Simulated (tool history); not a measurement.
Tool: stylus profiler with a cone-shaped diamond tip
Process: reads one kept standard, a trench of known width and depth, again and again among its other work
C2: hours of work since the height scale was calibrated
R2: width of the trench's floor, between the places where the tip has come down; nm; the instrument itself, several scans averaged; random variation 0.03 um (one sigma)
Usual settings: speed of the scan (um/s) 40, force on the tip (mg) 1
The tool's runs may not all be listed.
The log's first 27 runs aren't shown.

run 28 hour=384 | speed_of_the_scan_(um/s)=53 force_on_the_tip_(mg)=0.48 | scans_with_this_tip=2738 C2=198 | depth_of_the_trench_(Å)=10023.4 R2=45450
run 29 hour=396.5 | speed_of_the_scan_(um/s)=53 force_on_the_tip_(mg)=0.48 | scans_with_this_tip=2855 C2=207 | depth_of_the_trench_(Å)=10019.3 R2=45470
run 30 hour=409.4 | speed_of_the_scan_(um/s)=41 force_on_the_tip_(mg)=1 | scans_with_this_tip=2975 C2=215 | depth_of_the_trench_(Å)=10040 R2=45610
run 31 hour=422 | speed_of_the_scan_(um/s)=24 force_on_the_tip_(mg)=1.68 | scans_with_this_tip=3094 C2=224 | depth_of_the_trench_(Å)=10051.3 R2=45670
run 32 hour=429.9 | speed_of_the_scan_(um/s)=153 force_on_the_tip_(mg)=1.2 | scans_with_this_tip=3167 C2=229 | depth_of_the_trench_(Å)=10045.5 R2=45080
run 33 hour=442.1 | speed_of_the_scan_(um/s)=153 force_on_the_tip_(mg)=1.2 | scans_with_this_tip=3282 C2=237 | depth_of_the_trench_(Å)=10038.1 R2=45030
run 34 hour=454.1 | speed_of_the_scan_(um/s)=40 force_on_the_tip_(mg)=0.85 | scans_with_this_tip=3394 C2=246 | depth_of_the_trench_(Å)=10030.5 R2=45500
run 35 hour=470.4 | speed_of_the_scan_(um/s)=40 force_on_the_tip_(mg)=0.85 | scans_with_this_tip=3546 C2=257 | depth_of_the_trench_(Å)=10031.4 R2=45490
run 36 hour=484.9 | speed_of_the_scan_(um/s)=100 force_on_the_tip_(mg)=1.98 | scans_with_this_tip=3682 C2=266 | depth_of_the_trench_(Å)=10055.5 R2=45340
run 37 hour=499.5 | speed_of_the_scan_(um/s)=100 force_on_the_tip_(mg)=1.98 | scans_with_this_tip=3819 C2=276 | depth_of_the_trench_(Å)=10057.6 R2=45240
run 38 hour=515 | speed_of_the_scan_(um/s)=10 force_on_the_tip_(mg)=2.66 | scans_with_this_tip=3963 C2=287 | depth_of_the_trench_(Å)=10069.4 R2=45600
run 39 hour=525.3 | speed_of_the_scan_(um/s)=10 force_on_the_tip_(mg)=2.66 | scans_with_this_tip=4059 C2=294 | depth_of_the_trench_(Å)=10070.6 R2=45510
run 40 hour=540.8 | speed_of_the_scan_(um/s)=10 force_on_the_tip_(mg)=2.66 | scans_with_this_tip=4205 C2=304 | depth_of_the_trench_(Å)=10071.6 R2=45560

3 ways to go on from here, each from the tool as it stands after run 40. What would each give?
run A hour=554 | speed_of_the_scan_(um/s)=102 force_on_the_tip_(mg)=2.66 | scans_with_this_tip=4328 C2=313 | depth_of_the_trench_(Å)=? R2=?
run B hour=554 | speed_of_the_scan_(um/s)=40 force_on_the_tip_(mg)=0.61 | scans_with_this_tip=4328 C2=313 | depth_of_the_trench_(Å)=? R2=?
run C hour=554 | speed_of_the_scan_(um/s)=40 force_on_the_tip_(mg)=0.57 | scans_with_this_tip=4328 C2=313 | depth_of_the_trench_(Å)=? R2=?

run=A depth_of_the_trench_(Å)=10069.7 R2=45230
run=B depth_of_the_trench_(Å)=10021.7 R2=45360
run=C depth_of_the_trench_(Å)=10023.8 R2=45250
Without the tool's hidden state the same runs would have given:
run=A depth_of_the_trench_(Å)=10077.7 R2=46200
run=B depth_of_the_trench_(Å)=10029.7 R2=46330
run=C depth_of_the_trench_(Å)=10031.7 R2=46220
